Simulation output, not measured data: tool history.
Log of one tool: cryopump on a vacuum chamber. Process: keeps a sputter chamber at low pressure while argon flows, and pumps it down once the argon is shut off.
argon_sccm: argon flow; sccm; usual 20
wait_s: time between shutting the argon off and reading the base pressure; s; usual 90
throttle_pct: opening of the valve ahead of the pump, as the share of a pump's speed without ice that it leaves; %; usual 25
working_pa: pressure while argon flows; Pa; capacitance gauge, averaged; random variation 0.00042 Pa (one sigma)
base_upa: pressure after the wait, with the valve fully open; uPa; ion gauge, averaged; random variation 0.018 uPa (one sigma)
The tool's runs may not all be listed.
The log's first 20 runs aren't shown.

{"run": 21, "day": 17.075, "argon_sccm": 30, "wait_s": 43, "throttle_pct": 25, "working_pa": 0.11, "base_upa": 1.72}
{"run": 22, "day": 17.954, "argon_sccm": 9, "wait_s": 40, "throttle_pct": 25, "working_pa": 0.0327, "base_upa": 1.86}
{"run": 23, "day": 18.588, "argon_sccm": 33, "wait_s": 40, "throttle_pct": 25, "working_pa": 0.1209, "base_upa": 1.82}
{"run": 24, "day": 19.583, "argon_sccm": 20, "wait_s": 90, "throttle_pct": 34, "working_pa": 0.0548, "base_upa": 1.06}
{"run": 25, "day": 20.746, "argon_sccm": 20, "wait_s": 90, "throttle_pct": 34, "working_pa": 0.0559, "base_upa": 1.08}
{"run": 26, "day": 21.762, "argon_sccm": 20, "wait_s": 71, "throttle_pct": 31, "working_pa": 0.0603, "base_upa": 1.25}
{"run": 27, "day": 22.775, "argon_sccm": 20, "wait_s": 71, "throttle_pct": 31, "working_pa": 0.0604, "base_upa": 1.26}
{"run": 28, "day": 23.771, "argon_sccm": 20, "wait_s": 71, "throttle_pct": 31, "working_pa": 0.0601, "base_upa": 1.26}
{"run": 29, "day": 24.329, "argon_sccm": 20, "wait_s": 71, "throttle_pct": 31, "working_pa": 0.0603, "base_upa": 1.26}
{"run": 30, "day": 25.325, "argon_sccm": 10, "wait_s": 26, "throttle_pct": 19, "working_pa": 0.0485, "base_upa": 2.64}
{"run": 31, "day": 26.475, "argon_sccm": 10, "wait_s": 26, "throttle_pct": 19, "working_pa": 0.0486, "base_upa": 2.64}
{"run": 32, "day": 27.512, "argon_sccm": 30, "wait_s": 107, "throttle_pct": 19, "working_pa": 0.1462, "base_upa": 1.02}

5 ways to go on from here, each from the tool as it stands after run 32. What would each give?
{"run": "A", "day": 28.312, "argon_sccm": 13, "wait_s": 94, "throttle_pct": 36, "working_pa": "?", "base_upa": "?"}
{"run": "B", "day": 28.312, "argon_sccm": 19, "wait_s": 59, "throttle_pct": 19, "working_pa": "?", "base_upa": "?"}
{"run": "C", "day": 28.312, "argon_sccm": 20, "wait_s": 90, "throttle_pct": 20, "working_pa": "?", "base_upa": "?"}
{"run": "D", "day": 28.312, "argon_sccm": 35, "wait_s": 22, "throttle_pct": 15, "working_pa": "?", "base_upa": "?"}
{"run": "E", "day": 28.312, "argon_sccm": 35, "wait_s": 37, "throttle_pct": 25, "working_pa": "?", "base_upa": "?"}

run=A working_pa=0.0348 base_upa=1.05
run=B working_pa=0.0922 base_upa=1.46
run=C working_pa=0.0933 base_upa=1.14
run=D working_pa=0.2129 base_upa=3.04
run=E working_pa=0.1310 base_upa=2.03
Without the tool's hidden state the same runs would have given:
run=A working_pa=0.0322 base_upa=0.75
run=B working_pa=0.0884 base_upa=1.15
run=C working_pa=0.0893 base_upa=0.82
run=D working_pa=0.2059 base_upa=2.74
run=E working_pa=0.1240 base_upa=1.72
